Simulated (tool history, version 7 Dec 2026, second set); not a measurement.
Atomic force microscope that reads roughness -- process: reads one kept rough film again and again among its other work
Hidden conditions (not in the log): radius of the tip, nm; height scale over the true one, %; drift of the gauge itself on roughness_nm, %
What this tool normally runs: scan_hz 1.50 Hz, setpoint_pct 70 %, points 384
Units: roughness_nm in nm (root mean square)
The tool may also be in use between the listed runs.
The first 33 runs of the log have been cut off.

run   hour  scan_hz  setpoint_pct  points  pictures with this tip  hours of work since the height scale was calibrated  roughness_nm
     465.3  -- new tip fitted
 34  473.1     1.27            70     384                       9                                                  725         3.108
 35  484.8     1.30            57     326                      24                                                  733         3.130
 36  494.4     3.28            88     326                      36                                                  740         2.596
 37  505.7     3.28            88     326                      50                                                  747         2.560
     522.0  -- new tip fitted
 38  522.0     3.28            88     326                       0                                                  758         2.584
 39  530.3     1.53            70     396                      10                                                  764         3.077
 40  547.6     0.85            88     710                      32                                                  776         3.059
 41  564.0     0.85            65     710                      52                                                  787         3.174
 42  575.5     0.91            56     527                      67                                                  795         3.185
     578.2  -- new tip fitted
 43  585.9     0.64            56     293                       9                                                  802         3.137
 44  597.6     1.33            69     291                      24                                                  810         3.060
 45  608.2     1.37            69     607                      37                                                  817         3.124
 46  626.4     1.11            70     624                      60                                                  830         3.138
     635.4  -- new tip fitted
 47  642.1     1.43            84     648                       9                                                  840         2.994
 48  652.2     0.50            70     384                      21                                                  847         3.171
 49  669.9     3.66            84     522                      44                                                  860         2.646
 50  684.8     3.66            62     882                      62                                                  870         3.046
     691.9  -- new tip fitted
 51  698.3     1.50            88     747                       8                                                  879         2.927

Each row is a separate what-if for the run after 51, all from the same tool condition, not one after another. Results?
  A  710.1     1.13            88     747                      23                                                  887             ?
  B  710.1     1.50            86     353                      23                                                  887             ?
  C  710.1     1.37            58     301                      23                                                  887             ?
  D  710.1     1.48            70     479                      23                                                  887             ?
  E  710.1     1.50            72     913                      23                                                  887             ?

run  roughness_nm
  A         3.001
  B         2.910
  C         3.100
  D         3.091
  E         3.096
Without the tool's unlogged condition, the same runs would have read:
run  roughness_nm
  A         3.009
  B         2.917
  C         3.108
  D         3.098
  E         3.104

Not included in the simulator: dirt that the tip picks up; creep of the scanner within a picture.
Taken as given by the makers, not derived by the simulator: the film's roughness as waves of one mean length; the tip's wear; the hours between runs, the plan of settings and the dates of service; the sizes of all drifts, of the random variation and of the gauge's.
